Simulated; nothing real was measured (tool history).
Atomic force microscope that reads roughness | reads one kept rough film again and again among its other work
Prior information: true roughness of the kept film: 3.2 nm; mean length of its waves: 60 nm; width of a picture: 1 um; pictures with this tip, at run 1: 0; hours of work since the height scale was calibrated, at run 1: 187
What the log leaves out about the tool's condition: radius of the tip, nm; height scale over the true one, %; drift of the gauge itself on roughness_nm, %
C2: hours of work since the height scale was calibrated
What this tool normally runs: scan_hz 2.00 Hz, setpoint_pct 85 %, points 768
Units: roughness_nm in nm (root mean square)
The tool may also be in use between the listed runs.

{"run": 1, "hour": 0.0, "scan_hz": 2.0, "setpoint_pct": 85, "points": 768, "pictures with this tip": 0, "C2": 187, "roughness_nm": 2.871}
{"run": 2, "hour": 27.7, "scan_hz": 2.0, "setpoint_pct": 85, "points": 768, "pictures with this tip": 22, "C2": 198, "roughness_nm": 2.845}
{"run": 3, "hour": 48.0, "scan_hz": 2.0, "setpoint_pct": 85, "points": 384, "pictures with this tip": 37, "C2": 206, "roughness_nm": 2.837}
{"run": 4, "hour": 81.6, "scan_hz": 2.0, "setpoint_pct": 71, "points": 384, "pictures with this tip": 63, "C2": 220, "roughness_nm": 2.963}
{"run": 5, "hour": 101.8, "scan_hz": 2.0, "setpoint_pct": 85, "points": 768, "pictures with this tip": 78, "C2": 228, "roughness_nm": 2.817}
{"run": 6, "hour": 134.4, "scan_hz": 2.0, "setpoint_pct": 85, "points": 768, "pictures with this tip": 103, "C2": 241, "roughness_nm": 2.778}
{"run": 7, "hour": 161.8, "scan_hz": 2.0, "setpoint_pct": 85, "points": 768, "pictures with this tip": 124, "C2": 252, "roughness_nm": 2.782}
{"run": 8, "hour": 189.9, "scan_hz": 2.0, "setpoint_pct": 85, "points": 768, "pictures with this tip": 146, "C2": 263, "roughness_nm": 2.783}
{"run": 9, "hour": 224.7, "scan_hz": 2.0, "setpoint_pct": 76, "points": 768, "pictures with this tip": 172, "C2": 277, "roughness_nm": 2.867}
{"run": 10, "hour": 254.7, "scan_hz": 2.0, "setpoint_pct": 76, "points": 768, "pictures with this tip": 195, "C2": 289, "roughness_nm": 2.856}
{"run": 11, "hour": 275.9, "scan_hz": 3.82, "setpoint_pct": 89, "points": 768, "pictures with this tip": 211, "C2": 298, "roughness_nm": 2.522}
{"hour": 279.6, "done": "height scale calibrated on a step standard"}
{"run": 12, "hour": 296.0, "scan_hz": 2.02, "setpoint_pct": 69, "points": 768, "pictures with this tip": 226, "C2": 7, "roughness_nm": 2.885}
{"run": 13, "hour": 328.1, "scan_hz": 2.02, "setpoint_pct": 69, "points": 768, "pictures with this tip": 251, "C2": 19, "roughness_nm": 2.868}
{"run": 14, "hour": 344.8, "scan_hz": 2.23, "setpoint_pct": 89, "points": 455, "pictures with this tip": 263, "C2": 26, "roughness_nm": 2.681}
{"hour": 364.7, "done": "height scale calibrated on a step standard, once more"}
{"run": 15, "hour": 380.1, "scan_hz": 0.91, "setpoint_pct": 73, "points": 635, "pictures with this tip": 290, "C2": 6, "roughness_nm": 2.93}
{"run": 16, "hour": 403.4, "scan_hz": 0.91, "setpoint_pct": 73, "points": 635, "pictures with this tip": 307, "C2": 15, "roughness_nm": 2.892}
{"run": 17, "hour": 435.4, "scan_hz": 0.59, "setpoint_pct": 88, "points": 768, "pictures with this tip": 332, "C2": 28, "roughness_nm": 2.889}
{"run": 18, "hour": 454.2, "scan_hz": 0.59, "setpoint_pct": 87, "points": 768, "pictures with this tip": 346, "C2": 36, "roughness_nm": 2.884}

Each row is a separate what-if for the run after 18, all from the same tool condition, not one after another. Results?
{"run": "A", "hour": 476.3, "scan_hz": 0.59, "setpoint_pct": 87, "points": 297, "pictures with this tip": 363, "C2": 45, "roughness_nm": "?"}
{"run": "B", "hour": 476.3, "scan_hz": 0.99, "setpoint_pct": 87, "points": 768, "pictures with this tip": 363, "C2": 45, "roughness_nm": "?"}
{"run": "C", "hour": 476.3, "scan_hz": 1.47, "setpoint_pct": 72, "points": 338, "pictures with this tip": 363, "C2": 45, "roughness_nm": "?"}

run=A roughness_nm=2.857
run=B roughness_nm=2.821
run=C roughness_nm=2.835
With no hidden state in the tool, these same runs would have given:
run=A roughness_nm=3.023
run=B roughness_nm=2.985
run=C roughness_nm=3.000
